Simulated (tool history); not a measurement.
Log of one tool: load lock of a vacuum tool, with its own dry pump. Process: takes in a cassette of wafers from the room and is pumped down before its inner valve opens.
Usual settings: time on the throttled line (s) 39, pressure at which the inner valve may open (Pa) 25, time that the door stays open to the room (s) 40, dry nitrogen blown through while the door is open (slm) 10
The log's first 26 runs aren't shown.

run	day	time on the throttled line (s)	pressure at which the inner valve may open (Pa)	time that the door stays open to the room (s)	dry nitrogen blown through while the door is open (slm)	incoming humidity of the room's air, %	time from the closed door until the inner valve may open (s)	rise of the pressure with all valves shut (Pa/min)
27	65.925	37	45	238	21	46.4	56.1	0.083
28	68.888	55	23	189	31	42.1	72.4	0.074
29	70.596	31	42	189	31	48.1	51.4	0.073
30	72.488	39	28	33	10	44.9	58.9	0.072
31	76.304	21	28	33	15	41.6	45.9	0.077
32	78.017	21	28	33	15	46.7	45.3	0.07
33	79.996	32	25	67	10	46.4	54.1	0.087
34	83.888	31	27	191	22	48.8	53.3	0.093
35	86.283	64	44	33	10	42.8	77.1	0.072
36	88.467	64	44	33	10	45.5	76.8	0.083
37	91.358	44	34	65	6	46.5	62.5	0.096

Forecast each of these 3 alternatives for the next run:
A	94.158	30	25	63	10	47.1	?	?
B	94.158	39	25	26	10	43.6	?	?
C	94.158	44	34	71	6	44.9	?	?

run	time from the closed door until the inner valve may open (s)	rise of the pressure with all valves shut (Pa/min)
A	53.1	0.093
B	59.7	0.074
C	62.2	0.095
Without the tool's hidden state the same runs would have given:
run	time from the closed door until the inner valve may open (s)	rise of the pressure with all valves shut (Pa/min)
A	52.2	0.035
B	58.8	0.016
C	61.5	0.037

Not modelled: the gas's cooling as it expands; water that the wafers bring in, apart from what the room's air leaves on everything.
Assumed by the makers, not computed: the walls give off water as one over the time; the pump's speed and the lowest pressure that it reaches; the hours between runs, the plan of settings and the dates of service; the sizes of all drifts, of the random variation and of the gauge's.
